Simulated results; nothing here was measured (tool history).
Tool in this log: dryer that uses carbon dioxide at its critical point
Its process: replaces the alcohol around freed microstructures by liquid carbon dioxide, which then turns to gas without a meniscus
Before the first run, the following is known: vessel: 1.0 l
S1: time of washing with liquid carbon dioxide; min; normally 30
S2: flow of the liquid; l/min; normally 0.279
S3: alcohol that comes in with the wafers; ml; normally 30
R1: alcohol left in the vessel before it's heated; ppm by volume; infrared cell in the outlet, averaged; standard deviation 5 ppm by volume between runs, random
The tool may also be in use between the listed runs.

run 1 day=0 | S1=30 S2=0.279 S3=30 | R1=60
run 2 day=0.842 | S1=41 S2=0.279 S3=30 | R1=19
run 3 day=1.771 | S1=41 S2=0.279 S3=30 | R1=8
run 4 day=2.254 | S1=41 S2=0.279 S3=30 | R1=28
run 5 day=2.758 | S1=30 S2=0.279 S3=30 | R1=54
run 6 day=3.742 | S1=30 S2=0.279 S3=30 | R1=72
run 7 day=4.617 | S1=30 S2=0.279 S3=30 | R1=57
run 8 day=5.754 | S1=43 S2=0.178 S3=20 | R1=64
run 9 day=6.683 | S1=30 S2=0.279 S3=70 | R1=134
run 10 day=7.233 | S1=30 S2=0.279 S3=70 | R1=138
run 11 day=7.775 | S1=30 S2=0.387 S3=24 | R1=28
run 12 day=8.7 | S1=30 S2=0.387 S3=24 | R1=33
run 13 day=9.6 | S1=30 S2=0.387 S3=24 | R1=27

3 ways to go on from here, each from the tool as it stands after run 13. What would each give?
run A day=10.688 | S1=21 S2=0.2 S3=24 | R1=?
run B day=10.688 | S1=44 S2=0.324 S3=55 | R1=?
run C day=10.688 | S1=30 S2=0.308 S3=103 | R1=?

run=A R1=1129
run=B R1=21
run=C R1=149
Take away the tool's hidden state, keep each run's random variation, and the runs would have read:
run=A R1=755
run=B R1=0
run=C R1=59
